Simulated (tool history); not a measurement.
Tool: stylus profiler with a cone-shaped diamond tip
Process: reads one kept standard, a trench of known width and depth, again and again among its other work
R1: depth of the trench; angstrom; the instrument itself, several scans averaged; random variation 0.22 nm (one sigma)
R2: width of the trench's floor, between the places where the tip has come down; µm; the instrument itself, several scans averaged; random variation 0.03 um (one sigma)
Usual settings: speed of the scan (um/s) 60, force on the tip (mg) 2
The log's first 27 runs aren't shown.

Run 28, hour 477.4: usual settings but speed of the scan (um/s) 114, force on the tip (mg) 1.4. Result: R1 10092 angstrom, R2 24.12 µm.
Run 29, hour 496.5: usual settings but speed of the scan (um/s) 19, force on the tip (mg) 2.37. Result: R1 10112.5 angstrom, R2 24.88 µm.
Run 30, hour 512.2: usual settings but speed of the scan (um/s) 19, force on the tip (mg) 2.37. Result: R1 10113.7 angstrom, R2 24.89 µm.
Run 31, hour 527.6: usual settings but speed of the scan (um/s) 175, force on the tip (mg) 1.8. Result: R1 10102.8 angstrom, R2 23.7 µm.
Run 32, hour 539.2: usual settings but speed of the scan (um/s) 175, force on the tip (mg) 1.8. Result: R1 10101.1 angstrom, R2 23.75 µm.
Run 33, hour 559.7: usual settings but speed of the scan (um/s) 28, force on the tip (mg) 4.77. Result: R1 10171.1 angstrom, R2 24.88 µm.
Run 34, hour 584.9: usual settings but speed of the scan (um/s) 25, force on the tip (mg) 4.95. Result: R1 10172.7 angstrom, R2 24.85 µm.
Run 35, hour 607.1: usual settings but speed of the scan (um/s) 23, force on the tip (mg) 1.7. Result: R1 10102.6 angstrom, R2 24.79 µm.
Run 36, hour 630.3: usual settings but speed of the scan (um/s) 23, force on the tip (mg) 1.7. Result: R1 10103.8 angstrom, R2 24.77 µm.
Run 37, hour 649.6: usual settings but speed of the scan (um/s) 23, force on the tip (mg) 1.7. Result: R1 10101.1 angstrom, R2 24.69 µm.
Run 38, hour 665.1: usual settings but speed of the scan (um/s) 23, force on the tip (mg) 1.7. Result: R1 10106.4 angstrom, R2 24.73 µm.
Run 39, hour 689: usual settings but speed of the scan (um/s) 101, force on the tip (mg) 1.59. Result: R1 10102.7 angstrom, R2 24.11 µm.
Run 40, hour 710.4: usual settings but force on the tip (mg) 5.4. Result: R1 10183.1 angstrom, R2 24.65 µm.
Run 41, hour 726: usual settings but force on the tip (mg) 5.4. Result: R1 10182.8 angstrom, R2 24.55 µm.
Run 42, hour 740.1: usual settings but force on the tip (mg) 5.4. Result: R1 10183.1 angstrom, R2 24.52 µm.
Run 43, hour 762.8: usual settings but force on the tip (mg) 1.76. Result: R1 10112.6 angstrom, R2 24.37 µm.
Run 44, hour 774.8: usual settings but speed of the scan (um/s) 157, force on the tip (mg) 1.48. Result: R1 10104.3 angstrom, R2 23.53 µm.
Run 45, hour 787.8: usual settings but speed of the scan (um/s) 157, force on the tip (mg) 1.48. Result: R1 10105.1 angstrom, R2 23.55 µm.
Run 46, hour 801.1: usual settings but speed of the scan (um/s) 116, force on the tip (mg) 0.85. Result: R1 10086.3 angstrom, R2 23.58 µm.
Run 47, hour 814.1: usual settings but speed of the scan (um/s) 116, force on the tip (mg) 0.85. Result: R1 10087.6 angstrom, R2 23.51 µm.
Run 48, hour 826.7: usual settings but speed of the scan (um/s) 52, force on the tip (mg) 3.77. Result: R1 10157.9 angstrom, R2 24.53 µm.

Forecast each of these 3 alternatives for the next run:
Run A, hour 843.9: usual settings but speed of the scan (um/s) 44, force on the tip (mg) 5.08. Result: R1 ?, R2 ?.
Run B, hour 843.9: usual settings but speed of the scan (um/s) 129, force on the tip (mg) 3.77. Result: R1 ?, R2 ?.
Run C, hour 843.9: usual settings but speed of the scan (um/s) 22, force on the tip (mg) 2.47. Result: R1 ?, R2 ?.

run       R1     R2
  A  10180.1  24.53
  B  10161.5  24.09
  C  10128.2  24.56
Without the tool's hidden state the same runs would have given:
run       R1     R2
  A  10134.4   25.8
  B  10115.9  25.36
  C  10082.7  25.83
